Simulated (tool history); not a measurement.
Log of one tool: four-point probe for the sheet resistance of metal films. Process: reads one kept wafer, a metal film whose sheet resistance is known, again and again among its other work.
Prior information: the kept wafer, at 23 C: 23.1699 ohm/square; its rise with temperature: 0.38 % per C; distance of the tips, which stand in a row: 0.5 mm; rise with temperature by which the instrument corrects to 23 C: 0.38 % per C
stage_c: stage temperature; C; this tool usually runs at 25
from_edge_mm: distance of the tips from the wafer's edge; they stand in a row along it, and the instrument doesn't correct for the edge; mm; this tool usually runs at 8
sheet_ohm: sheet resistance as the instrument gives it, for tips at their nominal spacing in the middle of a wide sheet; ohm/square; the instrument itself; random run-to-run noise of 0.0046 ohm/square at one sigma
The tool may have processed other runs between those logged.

Run 1, hour 0.0: usual settings. Result: sheet_ohm 23.390071 ohm/square.
Run 2, hour 14.7: usual settings but stage_c 26 C. Result: sheet_ohm 23.388307 ohm/square.
Run 3, hour 35.8: usual settings but from_edge_mm 9 mm. Result: sheet_ohm 23.372556 ohm/square.
Run 4, hour 54.2: usual settings but from_edge_mm 9 mm. Result: sheet_ohm 23.376584 ohm/square.
Run 5, hour 76.4: usual settings but from_edge_mm 9 mm. Result: sheet_ohm 23.381627 ohm/square.
Run 6, hour 96.2: usual settings but from_edge_mm 9 mm. Result: sheet_ohm 23.387466 ohm/square.
Run 7, hour 111.2: usual settings but from_edge_mm 16 mm. Result: sheet_ohm 23.360872 ohm/square.
Run 8, hour 134.4: usual settings but stage_c 18 C. Result: sheet_ohm 23.390523 ohm/square.
Run 9, hour 155.9: usual settings but stage_c 18 C. Result: sheet_ohm 23.393054 ohm/square.
Run 10, hour 179.1: usual settings but stage_c 18 C. Result: sheet_ohm 23.403992 ohm/square.
Run 11, hour 188.7: usual settings but stage_c 18 C. Result: sheet_ohm 23.399258 ohm/square.
Run 12, hour 209.5: usual settings but stage_c 18 C. Result: sheet_ohm 23.391663 ohm/square.
Run 13, hour 230.2: usual settings but stage_c 32 C. Result: sheet_ohm 23.406211 ohm/square.
Run 14, hour 247.9: usual settings but stage_c 24 C. Result: sheet_ohm 23.404700 ohm/square.
Run 15, hour 263.0: usual settings but stage_c 24 C. Result: sheet_ohm 23.395307 ohm/square.
Run 16, hour 278.5: usual settings but stage_c 24 C. Result: sheet_ohm 23.401946 ohm/square.
Run 17, hour 288.9: usual settings but stage_c 19 C, from_edge_mm 6 mm. Result: sheet_ohm 23.433192 ohm/square.
Run 18, hour 304.8: usual settings but stage_c 23 C, from_edge_mm 24 mm. Result: sheet_ohm 23.362903 ohm/square.
At hour 306.5: stage's thermometer calibrated.
Run 19, hour 324.3: usual settings but stage_c 23 C, from_edge_mm 24 mm. Result: sheet_ohm 23.358982 ohm/square.
Run 20, hour 340.5: usual settings but stage_c 27 C, from_edge_mm 7 mm. Result: sheet_ohm 23.438888 ohm/square.
Run 21, hour 351.5: usual settings but stage_c 20 C. Result: sheet_ohm 23.420036 ohm/square.
Run 22, hour 362.2: usual settings but stage_c 34 C, from_edge_mm 33 mm. Result: sheet_ohm 23.371002 ohm/square.
Run 23, hour 374.8: usual settings but stage_c 34 C, from_edge_mm 33 mm. Result: sheet_ohm 23.370427 ohm/square.
At hour 395.3: stage's thermometer calibrated, once more.
Run 24, hour 398.0: usual settings but stage_c 34 C, from_edge_mm 33 mm. Result: sheet_ohm 23.317078 ohm/square.
Run 25, hour 412.1: usual settings but stage_c 32 C, from_edge_mm 25 mm. Result: sheet_ohm 23.332818 ohm/square.
Run 26, hour 429.9: usual settings but stage_c 32 C, from_edge_mm 25 mm. Result: sheet_ohm 23.330871 ohm/square.
Run 27, hour 444.2: usual settings but stage_c 32 C, from_edge_mm 25 mm. Result: sheet_ohm 23.327620 ohm/square.
Run 28, hour 460.2: usual settings. Result: sheet_ohm 23.368857 ohm/square.
Run 29, hour 472.7: usual settings but from_edge_mm 27 mm. Result: sheet_ohm 23.333820 ohm/square.
Run 30, hour 486.9: usual settings but stage_c 28 C. Result: sheet_ohm 23.373258 ohm/square.
Run 31, hour 509.6: usual settings but stage_c 33 C, from_edge_mm 16 mm. Result: sheet_ohm 23.346721 ohm/square.

Hidden state or all else? Some run-to-run changes of sheet_ohm, split into what the settings, what came in and random variation would give without the hidden state, and what is left for the hidden state (with any gauge scatter that isn't in both results):
What the log doesn't record here: inner tips' distance over the nominal, %; tips' flats over new ones', %; wafer's true temperature over the reading, C; drift of the gauge itself on sheet_ohm, %.
Run 7 -> 8: stage_c 25 -> 18, from_edge_mm 16 -> 8. sheet_ohm +0.029651 ohm/square: hidden state +0.002553, all else +0.027098.
Run 17 -> 18: stage_c 19 -> 23, from_edge_mm 6 -> 24. sheet_ohm -0.070289 ohm/square: hidden state -0.000115, all else -0.070174.
Run 18 -> 19: stage's thermometer calibrated. sheet_ohm -0.003921 ohm/square: hidden state +0.008066, all else -0.011987.
Run 19 -> 20: stage_c 23 -> 27, from_edge_mm 24 -> 7. sheet_ohm +0.079906 ohm/square: hidden state +0.000941, all else +0.078965.
Run 23 -> 24: stage's thermometer calibrated, once more. sheet_ohm -0.053349 ohm/square: hidden state -0.046166, all else -0.007183.
